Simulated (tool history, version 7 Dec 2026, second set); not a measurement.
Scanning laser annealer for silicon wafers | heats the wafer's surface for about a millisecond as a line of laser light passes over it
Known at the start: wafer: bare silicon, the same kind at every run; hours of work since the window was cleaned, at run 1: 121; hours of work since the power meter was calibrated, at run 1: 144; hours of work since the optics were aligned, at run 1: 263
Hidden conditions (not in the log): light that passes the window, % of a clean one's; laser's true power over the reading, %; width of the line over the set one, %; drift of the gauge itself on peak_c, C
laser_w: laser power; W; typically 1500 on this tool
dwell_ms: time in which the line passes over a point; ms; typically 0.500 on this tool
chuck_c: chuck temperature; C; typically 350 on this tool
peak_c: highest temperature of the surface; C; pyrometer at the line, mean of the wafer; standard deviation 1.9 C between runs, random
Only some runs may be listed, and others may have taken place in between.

run	hour	laser_w	dwell_ms	chuck_c	hours of work since the window was cleaned	hours of work since the power meter was calibrated	hours of work since the optics were aligned	peak_c
1	0.0	1500	0.500	350	121	144	263	1164
2	15.5	1500	0.500	350	131	155	274	1158
3	29.5	1500	0.500	350	141	165	284	1161
4	46.4	1410	0.500	350	153	177	296	1096
5	58.6	1500	0.479	350	162	185	305	1138
6	75.6	1500	0.500	350	174	197	317	1152
7	93.7	1323	0.500	350	186	210	329	1029
8	109.8	1323	0.500	350	198	221	341	1030
9	126.2	1500	0.493	350	209	233	352	1147
10	144.1	1500	0.493	350	222	245	365	1143
11	158.3	1500	0.493	350	232	255	375	1143
12	174.9	1385	0.500	350	243	267	386	1067
13	185.8	1500	0.500	350	251	275	394	1146
14	204.3	1500	0.500	350	264	287	407	1143
15	220.0	1500	0.500	350	275	299	418	1142
16	229.5	1500	0.500	350	282	305	425	1142
17	237.6	1500	0.500	350	287	311	430	1140
18	251.5	1504	0.482	329	297	321	440	1109
19	268.3	1385	0.470	319	309	332	452	1005
20	281.4	1377	0.470	319	318	342	461	999
21	297.5	1567	0.504	382	329	353	472	1219
22	312.9	1354	0.405	361	340	364	483	976
23	321.4	1512	0.495	383	346	370	489	1173
24	333.0	1512	0.495	383	354	378	497	1168
25	350.8	1382	0.358	337	367	390	510	927
26	368.4	1411	0.358	314	379	403	522	918
27	386.0	1500	0.500	352	391	415	534	1127
28	402.6	1569	0.554	350	403	427	546	1219
29	417.0	1569	0.554	319	413	437	556	1190
30	434.8	1497	0.405	352	426	449	569	1046
31	446.3	1318	0.500	350	434	457	577	1002

Forecast each of these 5 alternatives for the next run:
# hour 455.7: window over the wafer cleaned
A	460.5	1500	0.417	350	3	466	585	?
# hour 455.7: window over the wafer cleaned
B	460.5	1444	0.578	341	3	466	585	?
# hour 455.7: window over the wafer cleaned
C	460.5	1500	0.500	322	3	466	585	?
# hour 455.7: window over the wafer cleaned
D	460.5	1618	0.534	332	3	466	585	?
# hour 455.7: window over the wafer cleaned
E	460.5	1557	0.594	350	3	466	585	?

run	peak_c
A	1096
B	1176
C	1137
D	1266
E	1290
With the hidden condition removed and each run's random variation left untouched, the same runs would have given:
run	peak_c
A	1110
B	1192
C	1153
D	1284
E	1308
